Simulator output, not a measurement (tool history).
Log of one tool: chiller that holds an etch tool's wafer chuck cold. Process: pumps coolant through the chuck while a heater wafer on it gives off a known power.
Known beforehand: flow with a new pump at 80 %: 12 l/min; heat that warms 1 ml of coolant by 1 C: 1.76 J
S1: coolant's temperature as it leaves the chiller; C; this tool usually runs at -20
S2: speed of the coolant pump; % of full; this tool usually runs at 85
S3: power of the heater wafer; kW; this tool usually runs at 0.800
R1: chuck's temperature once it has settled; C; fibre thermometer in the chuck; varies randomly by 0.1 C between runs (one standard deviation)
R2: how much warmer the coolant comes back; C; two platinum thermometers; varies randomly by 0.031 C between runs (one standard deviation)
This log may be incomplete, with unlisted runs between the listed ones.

run 1 hour=0.0 | S1=-20 S2=85 S3=0.800 | R1=-13.6 R2=2.12
run 2 hour=33.1 | S1=-20 S2=85 S3=0.800 | R1=-13.5 R2=2.14
run 3 hour=64.3 | S1=-20 S2=85 S3=0.800 | R1=-13.5 R2=2.12
run 4 hour=125.1 | S1=-20 S2=85 S3=0.800 | R1=-13.6 R2=2.18
run 5 hour=167.1 | S1=-20 S2=85 S3=0.800 | R1=-13.5 R2=2.09
run 6 hour=208.6 | S1=-20 S2=85 S3=0.800 | R1=-13.6 R2=2.17
run 7 hour=249.2 | S1=-28 S2=72 S3=0.800 | R1=-20.9 R2=2.53
run 8 hour=275.7 | S1=-15 S2=64 S3=0.800 | R1=-7.1 R2=2.95
run 9 hour=316.9 | S1=-24 S2=79 S3=0.837 | R1=-16.9 R2=2.41
run 10 hour=370.0 | S1=-20 S2=85 S3=0.674 | R1=-14.6 R2=1.77
-- hour=393.4 chiller's thermometer calibrated
run 11 hour=406.0 | S1=-20 S2=85 S3=0.674 | R1=-14.6 R2=1.86
run 12 hour=439.2 | S1=-26 S2=75 S3=0.465 | R1=-21.9 R2=1.42

Alternative continuations, all from the tool just after run 12; predict every row:
run A hour=472.0 | S1=-20 S2=74 S3=0.800 | R1=? R2=?
run B hour=472.0 | S1=-29 S2=75 S3=0.465 | R1=? R2=?
run C hour=472.0 | S1=-23 S2=68 S3=0.891 | R1=? R2=?

run=A R1=-13.1 R2=2.48
run=B R1=-25.1 R2=1.43
run=C R1=-14.6 R2=3.07
With no hidden state in the tool, these same runs would have given:
run=A R1=-13.1 R2=2.47
run=B R1=-25.1 R2=1.43
run=C R1=-14.6 R2=3.07
